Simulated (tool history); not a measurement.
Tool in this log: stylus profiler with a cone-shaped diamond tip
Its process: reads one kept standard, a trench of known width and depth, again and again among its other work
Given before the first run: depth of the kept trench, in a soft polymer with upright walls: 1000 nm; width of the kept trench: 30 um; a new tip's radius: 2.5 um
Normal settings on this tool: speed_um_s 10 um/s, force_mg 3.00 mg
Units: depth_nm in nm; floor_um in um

| run | hour | speed_um_s | force_mg | depth_nm | floor_um |
|---|---|---|---|---|---|
| 1 | 0.0 | 10 | 3.00 | 1014.34 | 25.62 |
| 2 | 12.9 | 10 | 3.00 | 1014.57 | 25.62 |
| 3 | 43.4 | 10 | 3.00 | 1013.78 | 25.59 |
| 4 | 64.4 | 7 | 3.00 | 1013.99 | 25.58 |
| 5 | 91.5 | 7 | 3.00 | 1014.15 | 25.50 |
| 6 | 105.6 | 7 | 3.00 | 1014.06 | 25.55 |
| 7 | 122.8 | 7 | 3.00 | 1014.70 | 25.56 |
| 8 | 151.4 | 10 | 3.32 | 1015.22 | 25.49 |
| 9 | 171.4 | 6 | 3.00 | 1014.02 | 25.54 |
| 10 | 194.2 | 6 | 3.00 | 1014.28 | 25.55 |
| 11 | 222.5 | 6 | 3.00 | 1014.51 | 25.44 |
| 12 | 253.2 | 5 | 3.22 | 1015.17 | 25.48 |
| 13 | 281.5 | 5 | 3.22 | 1014.99 | 25.47 |
| 14 | 306.5 | 9 | 5.62 | 1021.21 | 25.40 |
| 15 | 320.4 | 6 | 8.69 | 1028.71 | 25.46 |
| 16 | 349.7 | 37 | 4.84 | 1019.53 | 25.26 |
| 17 | 378.6 | 37 | 4.84 | 1019.07 | 25.23 |
| 18 | 394.3 | 36 | 2.41 | 1012.77 | 25.21 |
| 19 | 408.0 | 28 | 3.76 | 1016.33 | 25.22 |
| 20 | 422.2 | 28 | 3.76 | 1016.74 | 25.17 |
| 21 | 452.0 | 9 | 1.70 | 1010.08 | 25.30 |
| 22 | 479.2 | 9 | 1.70 | 1009.96 | 25.24 |

Predict each of these 3 candidate next runs independently; none follows another, all start after run 22:
| A | 504.1 | 17 | 8.75 | ? | ? |
| B | 504.1 | 18 | 1.70 | ? | ? |
| C | 504.1 | 5 | 7.59 | ? | ? |

| run | depth_nm | floor_um |
|---|---|---|
| A | 1029.27 | 25.17 |
| B | 1010.45 | 25.10 |
| C | 1026.09 | 25.24 |
Take away the tool's hidden state, keep each run's random variation, and the runs would have read:
| run | depth_nm | floor_um |
|---|---|---|
| A | 1028.57 | 25.89 |
| B | 1009.77 | 25.82 |
| C | 1025.39 | 25.96 |

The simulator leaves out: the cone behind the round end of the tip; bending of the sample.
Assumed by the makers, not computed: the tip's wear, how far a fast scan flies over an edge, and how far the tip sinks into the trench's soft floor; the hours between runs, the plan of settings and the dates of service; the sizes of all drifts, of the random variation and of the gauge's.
